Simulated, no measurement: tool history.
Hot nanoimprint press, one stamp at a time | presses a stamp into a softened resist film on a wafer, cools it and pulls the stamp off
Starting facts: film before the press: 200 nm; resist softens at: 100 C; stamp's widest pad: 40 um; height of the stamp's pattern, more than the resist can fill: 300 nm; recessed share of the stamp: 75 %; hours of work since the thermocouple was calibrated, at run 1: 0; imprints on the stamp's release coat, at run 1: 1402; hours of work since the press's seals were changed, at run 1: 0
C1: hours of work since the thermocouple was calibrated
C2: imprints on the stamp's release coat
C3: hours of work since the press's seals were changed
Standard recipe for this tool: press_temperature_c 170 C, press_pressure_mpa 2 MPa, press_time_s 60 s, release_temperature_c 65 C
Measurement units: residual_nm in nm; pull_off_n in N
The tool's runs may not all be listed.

Run 1, hour 0: usual settings; C1 0; C2 1402; C3 0. Result: residual_nm 85.5 nm, pull_off_n 161 N.
At hour 9: stamp cleaned and given a new release coat.
Run 2, hour 36.5: usual settings; C1 19; C2 84; C3 19. Result: residual_nm 83.7 nm, pull_off_n 136 N.
Run 3, hour 57.5: usual settings; C1 32; C2 148; C3 32. Result: residual_nm 85.4 nm, pull_off_n 147 N.
Run 4, hour 75.5: usual settings; C1 43; C2 203; C3 43. Result: residual_nm 83.6 nm, pull_off_n 141 N.
Run 5, hour 99.1: usual settings; C1 57; C2 275; C3 57. Result: residual_nm 82.7 nm, pull_off_n 145 N.
Run 6, hour 113.3: usual settings; C1 66; C2 319; C3 66. Result: residual_nm 85.8 nm, pull_off_n 142 N.
Run 7, hour 138.8: usual settings but press_pressure_mpa 2.95 MPa; C1 81; C2 396; C3 81. Result: residual_nm 68.3 nm, pull_off_n 141 N.
Run 8, hour 167.8: usual settings but press_pressure_mpa 2.95 MPa; C1 99; C2 485; C3 99. Result: residual_nm 68.9 nm, pull_off_n 148 N.
Run 9, hour 181.6: usual settings but press_pressure_mpa 2.95 MPa; C1 107; C2 527; C3 107. Result: residual_nm 67.7 nm, pull_off_n 146 N.
Run 10, hour 206.5: usual settings but press_pressure_mpa 2.95 MPa; C1 123; C2 603; C3 123. Result: residual_nm 67.2 nm, pull_off_n 147 N.
Run 11, hour 224.5: usual settings; C1 134; C2 658; C3 134. Result: residual_nm 82.5 nm, pull_off_n 154 N.
Run 12, hour 241.1: usual settings; C1 144; C2 708; C3 144. Result: residual_nm 80.9 nm, pull_off_n 140 N.
Run 13, hour 267.7: usual settings; C1 160; C2 790; C3 160. Result: residual_nm 82.6 nm, pull_off_n 150 N.
Run 14, hour 293.9: usual settings; C1 176; C2 870; C3 176. Result: residual_nm 83 nm, pull_off_n 150 N.
Run 15, hour 313.6: usual settings but press_time_s 88 s; C1 188; C2 930; C3 188. Result: residual_nm 72 nm, pull_off_n 145 N.
Run 16, hour 335.8: usual settings but press_time_s 88 s; C1 202; C2 997; C3 202. Result: residual_nm 70.6 nm, pull_off_n 151 N.
Run 17, hour 352.4: usual settings but press_pressure_mpa 1.71 MPa; C1 212; C2 1048; C3 212. Result: residual_nm 87 nm, pull_off_n 146 N.
Run 18, hour 369: usual settings but press_pressure_mpa 1.71 MPa; C1 222; C2 1099; C3 222. Result: residual_nm 88.9 nm, pull_off_n 158 N.
Run 19, hour 385.5: usual settings but press_pressure_mpa 1.71 MPa; C1 232; C2 1149; C3 232. Result: residual_nm 87.3 nm, pull_off_n 153 N.
Run 20, hour 416.8: usual settings but press_pressure_mpa 1.71 MPa; C1 252; C2 1245; C3 252. Result: residual_nm 87.7 nm, pull_off_n 155 N.
Run 21, hour 438.7: usual settings but press_pressure_mpa 1.71 MPa; C1 265; C2 1312; C3 265. Result: residual_nm 85.4 nm, pull_off_n 155 N.
Run 22, hour 457.6: usual settings but press_temperature_c 165 C, press_pressure_mpa 2.41 MPa, press_time_s 62 s, release_temperature_c 58 C; C1 277; C2 1369; C3 277. Result: residual_nm 94.1 nm, pull_off_n 182 N.
At hour 477.2: stamp cleaned and given a new release coat.
Run 23, hour 486.2: usual settings but press_pressure_mpa 2.07 MPa, press_time_s 45 s, release_temperature_c 73 C; C1 290; C2 28; C3 290. Result: residual_nm 88.7 nm, pull_off_n 108 N.
Run 24, hour 502.9: usual settings but press_pressure_mpa 2.07 MPa, press_time_s 45 s, release_temperature_c 73 C; C1 301; C2 79; C3 301. Result: residual_nm 88.1 nm, pull_off_n 105 N.
Run 25, hour 531.1: usual settings but press_pressure_mpa 1.21 MPa, press_time_s 45 s, release_temperature_c 55 C; C1 318; C2 165; C3 318. Result: residual_nm 113.7 nm, pull_off_n 177 N.
Run 26, hour 558.3: usual settings but press_pressure_mpa 1.5 MPa, press_time_s 45 s, release_temperature_c 55 C; C1 334; C2 248; C3 334. Result: residual_nm 100.8 nm, pull_off_n 174 N.
Run 27, hour 572: usual settings but press_temperature_c 181 C, press_pressure_mpa 1.5 MPa, press_time_s 45 s, release_temperature_c 64 C; C1 343; C2 290; C3 343. Result: residual_nm 60.8 nm, pull_off_n 138 N.
Run 28, hour 594.1: usual settings but press_temperature_c 169 C, press_pressure_mpa 1.98 MPa, press_time_s 36 s, release_temperature_c 67 C; C1 356; C2 357; C3 356. Result: residual_nm 100.1 nm, pull_off_n 131 N.
Run 29, hour 619.6: usual settings but press_pressure_mpa 1.27 MPa, press_time_s 36 s; C1 372; C2 435; C3 372. Result: residual_nm 117.7 nm, pull_off_n 136 N.

Selected run-to-run steps in residual_nm, each split into two signed amounts: the part the tool would show with no hidden state at all (from settings, incoming material and random variation), and the remainder, which goes to the hidden state together with any gauge scatter not common to the measured and the hidden-state-free results:
Hidden state present: true temperature over the reading, C; pressure that arrives at the usual setting, %; grip of the stamp's worn release coat, % over a new coat's; drift of the gauge itself on residual_nm, %; drift of the gauge itself on pull_off_n, %.
Run 26 -> 27: press_temperature_c 170 -> 181, release_temperature_c 55 -> 64. residual_nm -40 nm: hidden state +2.6, all else -42.6.
Run 27 -> 28: press_temperature_c 181 -> 169, press_pressure_mpa 1.5 -> 1.98, press_time_s 45 -> 36, release_temperature_c 64 -> 67. residual_nm +39.3 nm: hidden state -2.8, all else +42.1.
